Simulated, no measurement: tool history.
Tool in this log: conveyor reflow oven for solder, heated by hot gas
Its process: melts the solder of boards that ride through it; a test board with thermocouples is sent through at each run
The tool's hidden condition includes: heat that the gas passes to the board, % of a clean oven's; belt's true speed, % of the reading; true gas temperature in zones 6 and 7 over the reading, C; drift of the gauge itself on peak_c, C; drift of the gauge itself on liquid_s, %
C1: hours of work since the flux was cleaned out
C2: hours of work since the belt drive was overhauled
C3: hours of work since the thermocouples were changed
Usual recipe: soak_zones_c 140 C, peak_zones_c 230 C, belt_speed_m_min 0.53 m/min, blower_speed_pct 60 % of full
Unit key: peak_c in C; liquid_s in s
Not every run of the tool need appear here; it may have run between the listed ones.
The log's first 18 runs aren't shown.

Run 19, hour 164.1: usual settings but peak_zones_c 226 C; C1 258; C2 408; C3 337. Result: peak_c 207.1 C, liquid_s 49.5 s.
Run 20, hour 175.9: usual settings but peak_zones_c 226 C; C1 265; C2 415; C3 343. Result: peak_c 207.1 C, liquid_s 49.2 s.
Run 21, hour 184.9: usual settings but soak_zones_c 126 C, blower_speed_pct 70 % of full; C1 270; C2 420; C3 349. Result: peak_c 210.6 C, liquid_s 49.7 s.
Run 22, hour 193.1: usual settings but soak_zones_c 154 C, peak_zones_c 239 C, belt_speed_m_min 0.449 m/min, blower_speed_pct 70 % of full; C1 275; C2 425; C3 353. Result: peak_c 227.7 C, liquid_s 86.9 s.
Run 23, hour 200.1: usual settings but soak_zones_c 154 C, peak_zones_c 239 C, belt_speed_m_min 0.449 m/min, blower_speed_pct 70 % of full; C1 279; C2 429; C3 357. Result: peak_c 228.5 C, liquid_s 85.9 s.
Run 24, hour 211.5: usual settings but soak_zones_c 154 C, peak_zones_c 239 C, belt_speed_m_min 0.449 m/min, blower_speed_pct 70 % of full; C1 285; C2 435; C3 364. Result: peak_c 228.2 C, liquid_s 86.2 s.
At hour 223: flux residue cleaned out of gas plates and filters.
Run 25, hour 224.6: usual settings but soak_zones_c 154 C, peak_zones_c 239 C, belt_speed_m_min 0.449 m/min, blower_speed_pct 70 % of full; C1 1; C2 440; C3 369. Result: peak_c 228.4 C, liquid_s 86.1 s.
Run 26, hour 230.4: usual settings but soak_zones_c 154 C, peak_zones_c 239 C, belt_speed_m_min 0.449 m/min, blower_speed_pct 70 % of full; C1 4; C2 443; C3 372. Result: peak_c 228.1 C, liquid_s 87 s.
Run 27, hour 241.4: usual settings but soak_zones_c 154 C, peak_zones_c 239 C, belt_speed_m_min 0.449 m/min, blower_speed_pct 70 % of full; C1 11; C2 450; C3 378. Result: peak_c 228.4 C, liquid_s 86.3 s.
Run 28, hour 249.4: usual settings but soak_zones_c 154 C, peak_zones_c 239 C, belt_speed_m_min 0.449 m/min, blower_speed_pct 70 % of full; C1 15; C2 454; C3 383. Result: peak_c 228.1 C, liquid_s 86.3 s.
Run 29, hour 262.1: usual settings but soak_zones_c 154 C, peak_zones_c 239 C, belt_speed_m_min 0.494 m/min, blower_speed_pct 70 % of full; C1 23; C2 462; C3 390. Result: peak_c 225.7 C, liquid_s 77.2 s.
Run 30, hour 269.1: usual settings but soak_zones_c 152 C, peak_zones_c 237 C, belt_speed_m_min 0.618 m/min; C1 27; C2 466; C3 394. Result: peak_c 213.6 C, liquid_s 51.3 s.
Run 31, hour 278.4: usual settings but peak_zones_c 235 C, belt_speed_m_min 0.637 m/min; C1 32; C2 471; C3 400. Result: peak_c 207.3 C, liquid_s 40.2 s.
Run 32, hour 291.5: usual settings but peak_zones_c 235 C, belt_speed_m_min 0.637 m/min; C1 40; C2 479; C3 407. Result: peak_c 207.7 C, liquid_s 39.7 s.

3 ways to go on from here, each from the tool as it stands after run 32. What would each give?
Run A, hour 300.3: usual settings but soak_zones_c 143 C, peak_zones_c 221 C, belt_speed_m_min 0.637 m/min, blower_speed_pct 89 % of full; C1 45; C2 484; C3 412. Result: peak_c ?, liquid_s ?.
Run B, hour 300.3: usual settings but peak_zones_c 235 C, belt_speed_m_min 0.446 m/min; C1 45; C2 484; C3 412. Result: peak_c ?, liquid_s ?.
Run C, hour 300.3: usual settings but soak_zones_c 128 C, belt_speed_m_min 0.451 m/min; C1 45; C2 484; C3 412. Result: peak_c ?, liquid_s ?.

run  peak_c  liquid_s
  A   206.1      41.3
  B   220.3      74.7
  C   213.7      62.7
Without the tool's hidden state the same runs would have given:
run  peak_c  liquid_s
  A   206.1      41.3
  B   220.3      74.7
  C   213.7      62.7

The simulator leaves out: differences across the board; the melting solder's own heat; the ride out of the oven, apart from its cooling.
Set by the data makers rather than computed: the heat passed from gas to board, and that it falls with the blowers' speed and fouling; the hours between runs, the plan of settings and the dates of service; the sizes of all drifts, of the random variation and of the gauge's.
